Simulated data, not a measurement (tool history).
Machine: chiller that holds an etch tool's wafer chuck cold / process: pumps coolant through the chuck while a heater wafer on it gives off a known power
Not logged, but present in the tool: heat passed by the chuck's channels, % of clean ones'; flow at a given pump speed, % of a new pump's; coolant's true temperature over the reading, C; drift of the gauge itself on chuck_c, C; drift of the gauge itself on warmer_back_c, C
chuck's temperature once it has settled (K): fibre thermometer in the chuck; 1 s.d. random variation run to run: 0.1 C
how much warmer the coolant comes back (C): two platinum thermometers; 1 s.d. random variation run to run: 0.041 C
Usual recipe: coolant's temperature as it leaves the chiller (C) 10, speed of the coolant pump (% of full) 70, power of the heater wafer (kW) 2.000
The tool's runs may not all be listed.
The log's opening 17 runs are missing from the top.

| run | hour | coolant's temperature as it leaves the chiller (C) | speed of the coolant pump (% of full) | power of the heater wafer (kW) | hours since the coolant was changed and the channels were flushed | hours since the pump was overhauled | hours since the chiller's thermometer was calibrated | chuck's temperature once it has settled (K) | how much warmer the coolant comes back (C) |
|---|---|---|---|---|---|---|---|---|---|
| 18 | 1844.9 | 10 | 66 | 2.000 | 3612 | 3612 | 2659 | 305.55 | 9.86 |
| 19 | 1935.4 | 10 | 66 | 2.000 | 3702 | 3702 | 2750 | 305.45 | 9.76 |
| 20 | 2032.7 | 5 | 75 | 2.109 | 3800 | 3800 | 2847 | 299.45 | 9.03 |
| 21 | 2150.8 | 3 | 60 | 2.022 | 3918 | 3918 | 2965 | 300.75 | 10.85 |
| 22 | 2293.7 | 1 | 60 | 2.022 | 4061 | 4061 | 3108 | 298.75 | 10.84 |
| 23 | 2358.9 | 1 | 60 | 2.022 | 4126 | 4126 | 3173 | 298.75 | 10.90 |
|  | 2391.7 | chiller's thermometer calibrated |
| 24 | 2461.9 | 1 | 60 | 1.801 | 4228 | 4228 | 70 | 296.15 | 9.59 |
| 25 | 2554.7 | 1 | 60 | 1.801 | 4321 | 4321 | 163 | 296.05 | 9.66 |
| 26 | 2619.1 | 12 | 73 | 1.156 | 4385 | 4385 | 227 | 297.15 | 4.88 |
| 27 | 2702.0 | 10 | 73 | 2.502 | 4468 | 4468 | 310 | 309.15 | 10.90 |
| 28 | 2844.7 | 10 | 73 | 2.502 | 4611 | 4611 | 453 | 308.95 | 10.85 |
| 29 | 2940.4 | 15 | 83 | 2.318 | 4706 | 4706 | 549 | 309.75 | 8.68 |
| 30 | 3022.8 | 15 | 83 | 2.318 | 4789 | 4789 | 631 | 309.95 | 8.69 |
| 31 | 3172.0 | 12 | 78 | 2.318 | 4938 | 4938 | 780 | 308.05 | 9.17 |
| 32 | 3312.6 | 12 | 78 | 2.318 | 5079 | 5079 | 921 | 307.95 | 9.29 |

Predict each of these 4 candidate next runs independently; none follows another, all start after run 32:
| A | 3443.5 | 4 | 82 | 1.274 | 5210 | 5210 | 1052 | ? | ? |
| B | 3443.5 | 12 | 81 | 2.318 | 5210 | 5210 | 1052 | ? | ? |
| C | 3443.5 | 10 | 60 | 1.011 | 5210 | 5210 | 1052 | ? | ? |
| D | 3443.5 | 12 | 70 | 2.000 | 5210 | 5210 | 1052 | ? | ? |

| run | chuck's temperature once it has settled (K) | how much warmer the coolant comes back (C) |
|---|---|---|
| A | 289.05 | 4.59 |
| B | 307.35 | 8.86 |
| C | 295.45 | 5.15 |
| D | 306.65 | 8.83 |
With the hidden condition removed and each run's random variation left untouched, the same runs would have given:
| run | chuck's temperature once it has settled (K) | how much warmer the coolant comes back (C) |
|---|---|---|
| A | 289.05 | 5.02 |
| B | 307.35 | 9.29 |
| C | 295.45 | 5.58 |
| D | 306.65 | 9.26 |
